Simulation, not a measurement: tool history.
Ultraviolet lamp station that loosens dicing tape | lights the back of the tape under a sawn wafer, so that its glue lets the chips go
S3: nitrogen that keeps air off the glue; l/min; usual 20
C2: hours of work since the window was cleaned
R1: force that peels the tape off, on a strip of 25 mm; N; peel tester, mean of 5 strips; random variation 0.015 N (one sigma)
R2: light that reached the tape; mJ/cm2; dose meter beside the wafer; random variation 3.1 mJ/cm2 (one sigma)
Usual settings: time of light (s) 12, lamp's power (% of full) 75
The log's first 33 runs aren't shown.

Run 34, day 55.104: usual settings but time of light (s) 22, lamp's power (% of full) 99; hours of work of the lamp 317; C2 207. Result: R1 0.25 N, R2 981 mJ/cm2.
Run 35, day 56.888: usual settings but time of light (s) 22, lamp's power (% of full) 99; hours of work of the lamp 341; C2 231. Result: R1 0.249 N, R2 968 mJ/cm2.
Run 36, day 57.896: usual settings but time of light (s) 18, lamp's power (% of full) 74; hours of work of the lamp 355; C2 244. Result: R1 0.461 N, R2 584 mJ/cm2.
Run 37, day 59.25: usual settings but time of light (s) 18, lamp's power (% of full) 74; hours of work of the lamp 373; C2 263. Result: R1 0.486 N, R2 575 mJ/cm2.
Run 38, day 60.742: usual settings but S3 22 l/min; hours of work of the lamp 393; C2 283. Result: R1 1.069 N, R2 392 mJ/cm2.
Run 39, day 62.854: usual settings but S3 22 l/min; hours of work of the lamp 422; C2 312. Result: R1 1.067 N, R2 379 mJ/cm2.
Run 40, day 64.604: usual settings but S3 22 l/min; hours of work of the lamp 445; C2 335. Result: R1 1.111 N, R2 373 mJ/cm2.
Run 41, day 66.875: usual settings but S3 22 l/min; hours of work of the lamp 476; C2 366. Result: R1 1.123 N, R2 364 mJ/cm2.
Run 42, day 68.417: usual settings but time of light (s) 6, lamp's power (% of full) 85, S3 12 l/min; hours of work of the lamp 497; C2 387. Result: R1 3.594 N, R2 204 mJ/cm2.
Run 43, day 70.062: usual settings but time of light (s) 6, lamp's power (% of full) 100, S3 12 l/min; hours of work of the lamp 519; C2 409. Result: R1 3.096 N, R2 239 mJ/cm2.

Forecast each of these 3 alternatives for the next run:
Run A, day 71.367: usual settings but S3 6 l/min; hours of work of the lamp 537; C2 427. Result: R1 ?, R2 ?.
Run B, day 71.367: usual settings but time of light (s) 6, lamp's power (% of full) 98, S3 22 l/min; hours of work of the lamp 537; C2 427. Result: R1 ?, R2 ?.
Run C, day 71.367: usual settings but time of light (s) 11, lamp's power (% of full) 80, S3 12 l/min; hours of work of the lamp 537; C2 427. Result: R1 ?, R2 ?.

run     R1   R2
  A   2.61  357
  B   2.43  232
  C  1.851  345
Without the tool's hidden state the same runs would have given:
run     R1   R2
  A  1.655  482
  B  1.514  314
  C  1.073  467
